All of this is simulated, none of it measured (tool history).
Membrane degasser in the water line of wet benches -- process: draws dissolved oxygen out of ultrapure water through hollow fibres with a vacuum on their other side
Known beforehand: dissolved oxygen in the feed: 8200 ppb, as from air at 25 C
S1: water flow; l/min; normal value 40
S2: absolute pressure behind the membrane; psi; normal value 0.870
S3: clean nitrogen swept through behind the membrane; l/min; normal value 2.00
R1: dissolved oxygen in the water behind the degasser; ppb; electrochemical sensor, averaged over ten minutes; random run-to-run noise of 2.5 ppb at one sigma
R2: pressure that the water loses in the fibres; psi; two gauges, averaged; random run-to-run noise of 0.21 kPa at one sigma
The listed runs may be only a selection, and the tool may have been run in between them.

run    hour  S1     S2    S3     R1      R2
  1     0.0  40  0.870  2.00  250.8   7.482
  2    41.7  40  0.538  2.00  155.3   7.445
  3    98.5  40  0.538  2.00  156.8   7.435
  4   157.0  40  0.538  2.00  156.2   7.423
  5   216.9  40  0.538  2.00  160.1   7.452
  6   283.5  40  0.870  2.00  255.3   7.432
  7   357.8  40  0.870  2.00  255.7   7.481
  8   413.5  40  0.870  2.00  254.7   7.475
  9   476.4  40  0.870  2.00  255.1   7.452
 10   520.0  40  0.870  2.00  254.8   7.442
 11   582.8  40  0.870  2.00  254.3   7.455
 12   658.0  40  0.870  2.00  257.7   7.491
 13   722.1  40  0.870  2.00  255.7   7.452
 14   757.4  40  0.870  2.00  256.3   7.448
 15   801.8  40  0.870  2.00  256.6   7.488
 16   848.1  40  0.870  2.00  253.5   7.513
 17   900.3  40  1.181  2.03  346.9   7.477
 18   954.5  40  1.181  2.03  349.8   7.516
 19  1018.4  40  1.181  2.03  339.8   7.494
 20  1075.3  40  1.181  2.03  349.1   7.526
 21  1141.1  48  1.181  2.56  380.3   8.968
 22  1187.0  57  1.181  2.56  472.3  10.711
 23  1243.5  24  1.862  1.28  440.7   4.545

Run 24, settings as shown, results not yet in. Your forecast:
 24  1313.0  39  1.652  5.50   ?   ?

R1: 266.4 ppb
R2: 7.291 psi
Had the tool carried no hidden state, the very same run would have given R1 257.6 ppb, R2 7.187 psi.

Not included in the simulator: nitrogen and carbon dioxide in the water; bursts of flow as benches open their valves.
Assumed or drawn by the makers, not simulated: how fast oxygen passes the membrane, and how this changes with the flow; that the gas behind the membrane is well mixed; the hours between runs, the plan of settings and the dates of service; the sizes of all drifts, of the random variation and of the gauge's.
